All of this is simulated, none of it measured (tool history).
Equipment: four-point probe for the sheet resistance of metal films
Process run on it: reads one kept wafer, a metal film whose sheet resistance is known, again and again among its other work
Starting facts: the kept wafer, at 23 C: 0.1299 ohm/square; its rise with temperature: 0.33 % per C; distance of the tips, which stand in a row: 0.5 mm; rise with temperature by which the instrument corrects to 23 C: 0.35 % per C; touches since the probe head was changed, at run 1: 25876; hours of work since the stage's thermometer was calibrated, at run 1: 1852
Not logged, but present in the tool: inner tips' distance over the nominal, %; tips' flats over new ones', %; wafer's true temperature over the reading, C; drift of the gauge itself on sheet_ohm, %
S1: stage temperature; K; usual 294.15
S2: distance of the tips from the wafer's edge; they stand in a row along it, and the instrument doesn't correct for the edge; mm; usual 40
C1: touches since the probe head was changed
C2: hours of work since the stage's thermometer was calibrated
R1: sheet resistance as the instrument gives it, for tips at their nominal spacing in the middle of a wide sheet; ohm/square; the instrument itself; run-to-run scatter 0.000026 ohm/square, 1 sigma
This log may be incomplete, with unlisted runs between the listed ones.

run,day,S1,S2,C1,C2,R1
1,0,294.15,40,25876,1852,0.130625
2,2.904,294.15,40,27663,1886,0.130657
3,7.592,294.15,40,30550,1941,0.130705
4,10.954,294.15,40,32619,1981,0.130716
5,13.925,308.15,40,34448,2016,0.130364
6,18.079,308.15,40,37006,2065,0.130407
7,23.125,308.15,62,40114,2124,0.130428
8,26.129,294.15,51,41962,2160,0.130768
9,28.933,293.15,40,43688,2193,0.130816
10,31.725,293.15,40,45406,2225,0.130886
11,37.333,293.15,40,48860,2292,0.130845
12,40.379,294.15,40,50734,2327,0.130846
13,44.333,294.15,40,53171,2374,0.130839
# day 47.104: stage's thermometer calibrated
14,49.412,294.15,40,56283,27,0.130824
15,52.983,305.15,40,58483,69,0.130505
16,55.733,295.15,35,60174,102,0.130721
17,61.15,299.15,22,63509,165,0.130703
# day 61.921: stage's thermometer calibrated, once more
18,66.75,299.15,22,66944,57,0.131211
19,70.212,307.15,6,69077,98,0.131518
20,75.1,307.15,6,72086,155,0.131543
21,80.796,307.15,6,75591,222,0.131591
22,84.654,301.15,35,77968,268,0.131336
23,88.733,293.15,5,80479,316,0.132159
24,92.233,293.15,5,82633,357,0.132199
25,95.975,303.15,22,84937,401,0.131277
26,98.75,294.15,5,86647,434,0.132159
27,103.117,299.15,32,89335,485,0.131394
28,105.925,294.15,12,91062,518,0.131652
29,108.45,304.15,47,92617,548,0.131286

Predict each of these 3 candidate next runs independently; none follows another, all start after run 29:
A,112.521,292.15,4,95123,596,?
B,112.521,294.15,35,95123,596,?
C,112.521,297.15,68,95123,596,?

run,R1
A,0.132679
B,0.131581
C,0.13148
Stripped of hidden state, with their random variation kept, the same runs would have yielded:
run,R1
A,0.131069
B,0.129983
C,0.129883

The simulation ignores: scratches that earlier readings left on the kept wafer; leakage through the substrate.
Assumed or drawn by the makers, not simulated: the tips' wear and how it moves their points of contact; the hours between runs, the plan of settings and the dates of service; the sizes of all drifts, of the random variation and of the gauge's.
